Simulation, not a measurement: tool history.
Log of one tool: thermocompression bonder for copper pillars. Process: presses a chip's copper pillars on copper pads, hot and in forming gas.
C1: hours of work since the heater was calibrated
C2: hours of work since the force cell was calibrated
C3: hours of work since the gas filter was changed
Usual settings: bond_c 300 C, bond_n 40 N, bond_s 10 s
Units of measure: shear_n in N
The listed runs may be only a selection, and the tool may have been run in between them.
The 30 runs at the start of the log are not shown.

{"run": 31, "hour": 636.8, "bond_c": 314, "bond_n": 43, "bond_s": 5, "C1": 79, "C2": 1069, "C3": 157, "shear_n": 58.1}
{"run": 32, "hour": 657.3, "bond_c": 275, "bond_n": 43, "bond_s": 16, "C1": 93, "C2": 1083, "C3": 171, "shear_n": 54.6}
{"run": 33, "hour": 684.0, "bond_c": 301, "bond_n": 40, "bond_s": 29, "C1": 111, "C2": 1101, "C3": 189, "shear_n": 83.3}
{"run": 34, "hour": 698.9, "bond_c": 293, "bond_n": 40, "bond_s": 16, "C1": 121, "C2": 1111, "C3": 199, "shear_n": 62.1}
{"run": 35, "hour": 717.9, "bond_c": 299, "bond_n": 40, "bond_s": 12, "C1": 134, "C2": 1124, "C3": 212, "shear_n": 61.5}
{"run": 36, "hour": 740.4, "bond_c": 299, "bond_n": 31, "bond_s": 12, "C1": 149, "C2": 1139, "C3": 227, "shear_n": 49.4}
{"run": 37, "hour": 753.7, "bond_c": 299, "bond_n": 44, "bond_s": 12, "C1": 158, "C2": 1148, "C3": 236, "shear_n": 64.2}
{"run": 38, "hour": 772.6, "bond_c": 299, "bond_n": 44, "bond_s": 12, "C1": 171, "C2": 1161, "C3": 249, "shear_n": 64.7}
{"run": 39, "hour": 799.8, "bond_c": 289, "bond_n": 37, "bond_s": 24, "C1": 189, "C2": 1179, "C3": 267, "shear_n": 63.9}
{"hour": 810.2, "done": "forming gas filter changed"}
{"run": 40, "hour": 817.9, "bond_c": 300, "bond_n": 43, "bond_s": 8, "C1": 201, "C2": 1191, "C3": 5, "shear_n": 61.4}

3 options for the next run, each taken on its own from the tool as it stands now. Forecast them:
{"run": "A", "hour": 846.1, "bond_c": 322, "bond_n": 40, "bond_s": 19, "C1": 220, "C2": 1210, "C3": 24, "shear_n": "?"}
{"run": "B", "hour": 846.1, "bond_c": 279, "bond_n": 33, "bond_s": 8, "C1": 220, "C2": 1210, "C3": 24, "shear_n": "?"}
{"run": "C", "hour": 846.1, "bond_c": 328, "bond_n": 50, "bond_s": 23, "C1": 220, "C2": 1210, "C3": 24, "shear_n": "?"}

run=A shear_n=92.8
run=B shear_n=36.4
run=C shear_n=113.3
The same runs, with their run-to-run variation unchanged, on a tool lacking any hidden condition would have given:
run=A shear_n=97.3
run=B shear_n=39.2
run=C shear_n=117.3

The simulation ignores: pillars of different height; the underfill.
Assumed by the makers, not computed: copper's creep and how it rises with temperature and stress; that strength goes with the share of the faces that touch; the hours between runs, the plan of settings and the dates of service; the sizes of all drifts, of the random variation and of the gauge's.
